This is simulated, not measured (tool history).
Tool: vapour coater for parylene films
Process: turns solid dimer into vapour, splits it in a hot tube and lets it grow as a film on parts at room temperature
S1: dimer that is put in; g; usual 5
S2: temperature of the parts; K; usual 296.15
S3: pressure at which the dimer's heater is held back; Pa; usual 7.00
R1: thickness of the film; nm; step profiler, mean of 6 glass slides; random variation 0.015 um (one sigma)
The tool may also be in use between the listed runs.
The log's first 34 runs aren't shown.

run 35 hour=448.7 | S1=5 S2=290.15 S3=4.46 | R1=1400
run 36 hour=461.4 | S1=5 S2=296.15 S3=8.67 | R1=970
run 37 hour=477.8 | S1=5 S2=306.15 S3=4.98 | R1=620
run 38 hour=495.1 | S1=4 S2=306.15 S3=2.05 | R1=560
run 39 hour=507.3 | S1=4 S2=306.15 S3=3.48 | R1=520
run 40 hour=520.0 | S1=4 S2=306.15 S3=3.48 | R1=510
run 41 hour=537.1 | S1=3 S2=296.15 S3=7.88 | R1=570
run 42 hour=547.2 | S1=3 S2=296.15 S3=7.88 | R1=590
run 43 hour=563.1 | S1=5 S2=301.15 S3=9.53 | R1=740
run 44 hour=578.9 | S1=5 S2=301.15 S3=10.74 | R1=760
run 45 hour=594.4 | S1=5 S2=301.15 S3=10.74 | R1=750
run 46 hour=610.4 | S1=5 S2=289.15 S3=2.88 | R1=1460
run 47 hour=620.6 | S1=2 S2=296.15 S3=7.00 | R1=370

Forecast each of these 4 alternatives for the next run:
run A hour=632.1 | S1=2 S2=288.15 S3=7.00 | R1=?
run B hour=632.1 | S1=3 S2=295.15 S3=7.00 | R1=?
run C hour=632.1 | S1=4 S2=293.15 S3=6.21 | R1=?
run D hour=632.1 | S1=2 S2=296.15 S3=10.54 | R1=?

run=A R1=570
run=B R1=610
run=C R1=890
run=D R1=380
Without the tool's hidden state the same runs would have given:
run=A R1=590
run=B R1=650
run=C R1=940
run=D R1=400
